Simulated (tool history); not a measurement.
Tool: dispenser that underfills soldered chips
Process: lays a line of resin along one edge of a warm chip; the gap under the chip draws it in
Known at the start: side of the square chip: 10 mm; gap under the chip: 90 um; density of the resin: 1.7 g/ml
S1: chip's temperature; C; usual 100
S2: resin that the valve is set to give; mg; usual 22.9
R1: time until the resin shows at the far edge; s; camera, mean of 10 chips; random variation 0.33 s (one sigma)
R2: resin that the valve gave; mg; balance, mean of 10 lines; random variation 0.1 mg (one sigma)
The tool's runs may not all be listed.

run,hour,S1,S2,R1,R2
1,0.0,100,22.9,17.5,22.33
2,4.3,100,22.9,20.1,22.24
3,6.8,100,22.9,21.3,22.20
# hour 9.2: new syringe of resin
4,9.7,100,21.1,15.6,20.45
5,14.0,100,21.1,17.4,20.45
6,18.7,86,22.9,30.9,22.16
# hour 24.1: new syringe of resin
7,24.1,97,22.9,16.8,22.03
8,26.4,100,22.9,16.2,21.96
9,30.8,100,24.8,18.0,23.81
10,34.0,100,28.6,19.4,27.56
11,38.0,100,28.6,21.7,27.56
# hour 39.4: new syringe of resin
12,43.0,113,28.6,11.1,27.43
13,47.9,113,28.6,11.9,27.27
14,53.1,113,28.6,15.1,27.33
# hour 54.5: new syringe of resin
15,56.4,113,28.6,10.0,27.46
16,58.8,113,28.6,10.7,27.06
17,61.2,113,28.6,11.7,27.16
18,65.1,104,22.9,17.7,21.75
19,68.1,104,22.9,19.2,21.73
# hour 69.6: new syringe of resin
20,71.9,104,22.9,13.6,21.63
21,75.6,113,21.5,12.2,20.12
22,78.7,114,19.8,14.1,18.66
23,83.0,114,22.4,14.4,20.86
# hour 84.6: new syringe of resin
24,86.3,105,25.9,13.6,24.14
25,89.9,95,23.1,20.6,21.64
26,94.3,100,23.9,19.9,22.31
# hour 99.6: new syringe of resin
27,99.6,112,26.5,10.4,24.64
28,101.8,107,26.8,12.7,24.88
# hour 105.9: dispensing valve cleaned and set on the balance
29,106.7,114,20.4,11.4,20.50
30,111.2,91,20.9,27.6,20.93
31,113.8,91,20.9,29.5,20.82
# hour 115.9: new syringe of resin
32,116.7,110,20.8,11.4,20.88
33,120.9,110,20.8,13.2,20.66
34,126.0,112,20.2,14.3,20.11

The same runs without the tool's hidden state, with the same run-to-run variation:
The hidden state here: resin's viscosity, % of fresh resin's; dose that the valve gives, % of what is set; true chip temperature over the reading, C; drift of the gauge itself on fill_s, %; drift of the gauge itself on given_mg, %.
run,R1,R2
1,14.8,22.82
2,15.2,22.79
3,15.0,22.78
4,15.2,21.01
5,15.0,21.06
6,23.4,22.88
7,16.5,22.81
8,15.0,22.76
9,14.8,24.73
10,14.7,28.68
11,14.8,28.74
12,9.9,28.67
13,9.1,28.58
14,10.4,28.71
15,9.4,28.89
16,9.5,28.51
17,9.7,28.65
18,13.1,22.98
19,13.0,23.00
20,12.2,22.95
21,10.0,21.39
22,10.6,19.87
23,9.6,22.26
24,12.8,25.80
25,17.3,23.18
26,15.0,23.95
27,10.3,26.52
28,11.8,26.81
29,9.5,20.44
30,20.5,20.92
31,20.3,20.83
32,11.0,20.93
33,11.3,20.74
34,10.8,20.25
